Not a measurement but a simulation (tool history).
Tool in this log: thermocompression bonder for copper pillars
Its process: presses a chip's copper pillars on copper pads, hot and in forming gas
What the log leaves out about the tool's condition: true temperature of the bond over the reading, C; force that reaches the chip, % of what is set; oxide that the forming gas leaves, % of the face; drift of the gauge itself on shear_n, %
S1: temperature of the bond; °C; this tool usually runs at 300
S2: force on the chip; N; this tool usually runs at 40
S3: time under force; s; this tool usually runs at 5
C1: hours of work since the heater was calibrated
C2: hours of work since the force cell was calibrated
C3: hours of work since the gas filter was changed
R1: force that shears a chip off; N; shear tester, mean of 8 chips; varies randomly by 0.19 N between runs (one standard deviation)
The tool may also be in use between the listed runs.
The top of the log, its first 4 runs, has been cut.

run,hour,S1,S2,S3,C1,C2,C3,R1
5,138.8,321,39,5,631,696,103,46.5
6,179.5,300,40,7,651,716,123,46.0
# hour 217.0: forming gas filter changed
7,224.2,300,40,14,673,737,4,56.7
8,257.8,300,40,14,689,754,20,56.5
9,289.5,314,40,14,704,769,35,61.0
10,316.5,314,40,14,717,782,48,60.8
11,348.1,314,40,3,733,797,64,37.8
12,382.6,314,40,3,749,814,80,37.9
13,428.4,314,40,3,772,836,102,37.8
14,465.8,314,40,3,790,854,121,38.1
15,488.5,314,40,3,801,865,132,37.8
# hour 506.6: forming gas filter changed
16,508.3,314,40,3,810,875,1,37.7
17,539.4,300,40,3,825,890,16,33.7
18,583.6,300,40,5,847,911,37,40.5
19,609.8,300,29,11,859,924,50,41.7
20,630.6,300,36,6,869,934,60,39.6
21,655.6,298,51,3,881,946,72,40.1

Run 22, settings as shown, results not yet in. Your forecast:
22,696.2,298,51,3,901,966,92,?

R1: 40.4 N
With no hidden state in the tool, this same run would have given R1 41.0 N.
